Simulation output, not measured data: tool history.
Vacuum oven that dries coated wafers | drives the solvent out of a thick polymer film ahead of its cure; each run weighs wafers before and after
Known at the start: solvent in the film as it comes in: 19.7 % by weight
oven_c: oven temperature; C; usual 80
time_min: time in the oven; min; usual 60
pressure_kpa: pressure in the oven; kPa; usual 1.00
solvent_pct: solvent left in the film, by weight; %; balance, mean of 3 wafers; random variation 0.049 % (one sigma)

| run | hour | oven_c | time_min | pressure_kpa | solvent_pct |
|---|---|---|---|---|---|
| 1 | 0.0 | 80 | 60 | 1.00 | 1.87 |
| 2 | 10.7 | 80 | 60 | 1.00 | 2.00 |
| 3 | 26.6 | 80 | 69 | 1.00 | 1.51 |
| 4 | 40.9 | 80 | 60 | 1.00 | 2.00 |
| 5 | 56.4 | 80 | 60 | 1.00 | 1.88 |
| 6 | 77.4 | 80 | 60 | 1.00 | 1.98 |
| 7 | 89.6 | 80 | 60 | 1.00 | 1.99 |
| 8 | 106.5 | 80 | 60 | 1.00 | 2.03 |
| 9 | 121.3 | 80 | 60 | 1.00 | 2.00 |
| 10 | 131.1 | 80 | 60 | 1.00 | 1.97 |
| 11 | 142.8 | 80 | 55 | 1.00 | 2.29 |
|  | 145.5 | vacuum gauge cleaned of residue and calibrated |
| 12 | 153.0 | 80 | 60 | 0.69 | 1.83 |

Forecast run 13:
| 13 | 161.6 | 80 | 30 | 1.00 | ? |

Run 13 gave solvent_pct 5.22 %.
Without the tool's hidden state the same run would have given solvent_pct 4.65 %.
